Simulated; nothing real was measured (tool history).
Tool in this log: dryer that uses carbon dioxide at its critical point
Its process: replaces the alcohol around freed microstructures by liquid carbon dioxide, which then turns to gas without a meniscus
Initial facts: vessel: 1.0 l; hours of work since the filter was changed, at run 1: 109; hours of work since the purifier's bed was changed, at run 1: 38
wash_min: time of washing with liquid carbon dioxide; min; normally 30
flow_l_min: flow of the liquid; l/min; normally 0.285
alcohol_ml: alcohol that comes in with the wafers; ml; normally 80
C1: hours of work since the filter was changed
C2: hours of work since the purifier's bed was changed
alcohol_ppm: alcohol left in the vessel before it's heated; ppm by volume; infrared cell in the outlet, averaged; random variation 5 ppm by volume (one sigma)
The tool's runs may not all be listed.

run 1 hour=0 | wash_min=30 flow_l_min=0.285 alcohol_ml=80 | C1=109 C2=38 | alcohol_ppm=51
run 2 hour=5.5 | wash_min=30 flow_l_min=0.285 alcohol_ml=80 | C1=112 C2=41 | alcohol_ppm=57
run 3 hour=15.5 | wash_min=30 flow_l_min=0.285 alcohol_ml=82 | C1=116 C2=45 | alcohol_ppm=53
run 4 hour=20.7 | wash_min=30 flow_l_min=0.427 alcohol_ml=80 | C1=118 C2=48 | alcohol_ppm=26
run 5 hour=26.1 | wash_min=30 flow_l_min=0.285 alcohol_ml=24 | C1=121 C2=50 | alcohol_ppm=38
run 6 hour=35.8 | wash_min=30 flow_l_min=0.285 alcohol_ml=80 | C1=125 C2=54 | alcohol_ppm=50
run 7 hour=44.6 | wash_min=30 flow_l_min=0.285 alcohol_ml=80 | C1=129 C2=58 | alcohol_ppm=60
run 8 hour=49.2 | wash_min=30 flow_l_min=0.285 alcohol_ml=80 | C1=131 C2=60 | alcohol_ppm=48
run 9 hour=58.9 | wash_min=30 flow_l_min=0.285 alcohol_ml=80 | C1=135 C2=65 | alcohol_ppm=63
run 10 hour=63.2 | wash_min=30 flow_l_min=0.285 alcohol_ml=80 | C1=137 C2=66 | alcohol_ppm=61
run 11 hour=68.1 | wash_min=30 flow_l_min=0.285 alcohol_ml=80 | C1=139 C2=69 | alcohol_ppm=63
run 12 hour=77.8 | wash_min=30 flow_l_min=0.285 alcohol_ml=38 | C1=144 C2=73 | alcohol_ppm=49
run 13 hour=85.9 | wash_min=30 flow_l_min=0.285 alcohol_ml=38 | C1=147 C2=77 | alcohol_ppm=39

For run 14, what comes out?
run 14 hour=94.2 | wash_min=30 flow_l_min=0.285 alcohol_ml=80 | C1=151 C2=80 | alcohol_ppm=?

{"run 14": {"alcohol_ppm": 62}}
Take away the tool's hidden state, keep the run-to-run variation as it was, and the same run would have given alcohol_ppm 28 ppm by volume.
